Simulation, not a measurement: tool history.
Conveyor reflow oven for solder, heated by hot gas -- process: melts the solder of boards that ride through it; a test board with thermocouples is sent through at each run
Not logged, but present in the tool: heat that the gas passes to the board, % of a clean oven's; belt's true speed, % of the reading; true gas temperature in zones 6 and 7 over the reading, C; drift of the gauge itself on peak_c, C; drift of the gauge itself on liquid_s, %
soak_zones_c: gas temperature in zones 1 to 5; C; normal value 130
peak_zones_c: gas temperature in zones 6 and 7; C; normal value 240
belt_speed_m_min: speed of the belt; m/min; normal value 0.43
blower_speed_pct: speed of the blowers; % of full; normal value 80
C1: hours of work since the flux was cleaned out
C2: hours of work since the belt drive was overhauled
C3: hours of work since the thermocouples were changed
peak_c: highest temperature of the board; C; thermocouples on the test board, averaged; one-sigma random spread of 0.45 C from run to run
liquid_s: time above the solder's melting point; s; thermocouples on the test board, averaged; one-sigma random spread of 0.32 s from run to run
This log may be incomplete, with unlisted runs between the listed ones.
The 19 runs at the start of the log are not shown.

At day 12.933: flux residue cleaned out of gas plates and filters.
Run 20, day 13.125: usual settings but peak_zones_c 230 C, belt_speed_m_min 0.388 m/min, blower_speed_pct 72 % of full; C1 3; C2 392; C3 727. Result: peak_c 223.4 C, liquid_s 86.1 s.
Run 21, day 14.017: usual settings but soak_zones_c 144 C, peak_zones_c 230 C, belt_speed_m_min 0.388 m/min, blower_speed_pct 72 % of full; C1 15; C2 404; C3 739. Result: peak_c 225.1 C, liquid_s 93.6 s.
Run 22, day 14.762: usual settings but blower_speed_pct 56 % of full; C1 26; C2 415; C3 750. Result: peak_c 224.5 C, liquid_s 77 s.
Run 23, day 15.525: usual settings but peak_zones_c 230 C, blower_speed_pct 85 % of full; C1 37; C2 426; C3 761. Result: peak_c 223.3 C, liquid_s 77.5 s.
Run 24, day 16.367: usual settings but peak_zones_c 230 C, blower_speed_pct 85 % of full; C1 48; C2 438; C3 772. Result: peak_c 222.8 C, liquid_s 77.8 s.
Run 25, day 17.271: usual settings but peak_zones_c 230 C, blower_speed_pct 85 % of full; C1 61; C2 450; C3 785. Result: peak_c 222.5 C, liquid_s 77.4 s.
Run 26, day 18.296: usual settings but peak_zones_c 230 C, blower_speed_pct 85 % of full; C1 76; C2 465; C3 800. Result: peak_c 222.6 C, liquid_s 77.1 s.
Run 27, day 18.783: usual settings but soak_zones_c 128 C, peak_zones_c 241 C, blower_speed_pct 85 % of full; C1 83; C2 472; C3 807. Result: peak_c 233.1 C, liquid_s 83.5 s.
Run 28, day 19.604: usual settings but soak_zones_c 144 C, peak_zones_c 250 C, belt_speed_m_min 0.471 m/min, blower_speed_pct 88 % of full; C1 94; C2 483; C3 818. Result: peak_c 240.5 C, liquid_s 85.3 s.
Run 29, day 20.404: usual settings but soak_zones_c 144 C, peak_zones_c 250 C, belt_speed_m_min 0.471 m/min, blower_speed_pct 88 % of full; C1 106; C2 495; C3 829. Result: peak_c 241.9 C, liquid_s 85 s.

What does the tool deliver on the next run?
Run 30, day 20.896: usual settings but soak_zones_c 144 C, peak_zones_c 250 C, belt_speed_m_min 0.471 m/min, blower_speed_pct 88 % of full; C1 112; C2 502; C3 836. Result: peak_c ?, liquid_s ?.

Run 30 measured peak_c 241.1 C, liquid_s 85.3 s.
With no hidden state in the tool, this same run would have given peak_c 238.9 C, liquid_s 83.8 s.
